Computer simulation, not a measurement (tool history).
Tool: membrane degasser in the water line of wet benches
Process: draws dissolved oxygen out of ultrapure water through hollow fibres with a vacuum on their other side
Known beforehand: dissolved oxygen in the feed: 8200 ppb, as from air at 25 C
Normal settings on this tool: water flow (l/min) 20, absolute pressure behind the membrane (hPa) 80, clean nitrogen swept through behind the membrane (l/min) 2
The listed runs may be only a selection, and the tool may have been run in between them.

run     day  water flow (l/min)  absolute pressure behind the membrane (hPa)  clean nitrogen swept through behind the membrane (l/min)  dissolved oxygen in the water behind the degasser (ppb)  pressure that the water loses in the fibres (hPa)
  1       0                  20                                           80                                                         2                                                      126                                              619.4
  2   1.771                  20                                           80                                                         2                                                    127.4                                              617.9
  3   3.567                  20                                           80                                                         2                                                      127                                              622.8
  4   4.808                  20                                           80                                                         2                                                    127.8                                              624.5
  5     6.2                  20                                           80                                                         2                                                    128.4                                              618.4
  6   8.696                  20                                           80                                                         2                                                    125.8                                              621.6
  7  10.171                  20                                           80                                                         2                                                    127.9                                              625.9
  8    11.5                  20                                           80                                                         2                                                    128.9                                              621.7
  9  13.738                  20                                           80                                                         2                                                    129.3                                              622.6
 10  16.429                  20                                           80                                                      1.81                                                    138.7                                              624.8
 11  18.658                  20                                           80                                                      1.81                                                    135.8                                              625.3
 12  20.971                  20                                           80                                                         1                                                    227.1                                              626.7
 13  23.262                  20                                           80                                                      1.19                                                    196.1                                              621.2
 14  25.362                  23                                         53.9                                                      1.49                                                    103.7                                              715.8
 15  27.267                  23                                         53.9                                                      1.49                                                    106.3                                              713.9
 16  29.533                  17                                           80                                                       0.8                                                    230.4                                              526.6
 17  31.846                  15                                           80                                                       0.8                                                    203.8                                              466.5
 18  34.504                  15                                           80                                                       0.8                                                    207.1                                              465.5
 19  37.238                  15                                           80                                                       0.8                                                    200.9                                              469.3
 20    39.5                  16                                        158.5                                                      4.36                                                    119.3                                              503.3
 21  41.642                  16                                        158.5                                                      4.36                                                    116.2                                              504.7
 22  44.483                  13                                         67.8                                                         2                                                       58                                              406.6
 23  46.246                  13                                         67.8                                                         2                                                     58.8                                              405.6
 24  48.212                  23                                         83.9                                                         2                                                    166.5                                              722.3
 25  49.592                  31                                        154.5                                                         2                                                    502.5                                              964.4
 26  52.146                  13                                        139.7                                                         2                                                      169                                              407.5

Below are 3 alternative next runs, each starting from the tool's condition after run 26. Predict each:
  A  53.408                  17                                           80                                                         2                                                        ?                                                  ?
  B  53.408                  26                                        139.7                                                         2                                                        ?                                                  ?
  C  53.408                  29                                        139.7                                                      4.06                                                        ?                                                  ?

run  dissolved oxygen in the water behind the degasser (ppb)  pressure that the water loses in the fibres (hPa)
  A                                                    103.5                                              533.9
  B                                                    357.5                                              814.8
  C                                                    247.3                                              902.9
Take away the tool's hidden state, keep each run's random variation, and the runs would have read:
run  dissolved oxygen in the water behind the degasser (ppb)  pressure that the water loses in the fibres (hPa)
  A                                                    101.2                                              525.3
  B                                                    351.6                                              801.8
  C                                                    240.9                                              888.4
